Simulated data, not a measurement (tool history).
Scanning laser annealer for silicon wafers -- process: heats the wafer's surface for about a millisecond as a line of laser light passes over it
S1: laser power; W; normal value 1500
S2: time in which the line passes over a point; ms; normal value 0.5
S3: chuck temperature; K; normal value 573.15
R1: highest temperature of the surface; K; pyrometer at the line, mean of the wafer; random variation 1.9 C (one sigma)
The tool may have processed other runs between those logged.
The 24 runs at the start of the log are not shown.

run 25 hour=523.6 | S1=1352 S2=0.579 S3=589.15 | R1=1366.15
run 26 hour=555.4 | S1=1368 S2=0.442 S3=542.15 | R1=1221.15
run 27 hour=580.4 | S1=1368 S2=0.442 S3=542.15 | R1=1220.15
run 28 hour=609.6 | S1=1303 S2=0.462 S3=537.15 | R1=1202.15
run 29 hour=628.8 | S1=1303 S2=0.462 S3=537.15 | R1=1200.15
run 30 hour=652.7 | S1=1303 S2=0.462 S3=537.15 | R1=1201.15
run 31 hour=668.5 | S1=1562 S2=0.499 S3=544.15 | R1=1363.15
run 32 hour=685.2 | S1=1562 S2=0.499 S3=544.15 | R1=1359.15
run 33 hour=704.8 | S1=1642 S2=0.499 S3=600.15 | R1=1452.15
run 34 hour=731.5 | S1=1500 S2=0.5 S3=575.15 | R1=1363.15
run 35 hour=762.9 | S1=1500 S2=0.482 S3=609.15 | R1=1380.15
run 36 hour=781.6 | S1=1500 S2=0.482 S3=609.15 | R1=1379.15
run 37 hour=811.3 | S1=1500 S2=0.482 S3=609.15 | R1=1379.15

Run 38, settings as shown, results not yet in. Your forecast:
run 38 hour=835.2 | S1=1625 S2=0.5 S3=556.15 | R1=?

Run 38 produced R1 1400.15 K.
Take away the tool's hidden state, keep the run-to-run variation as it was, and the same run would have given R1 1419.15 K.
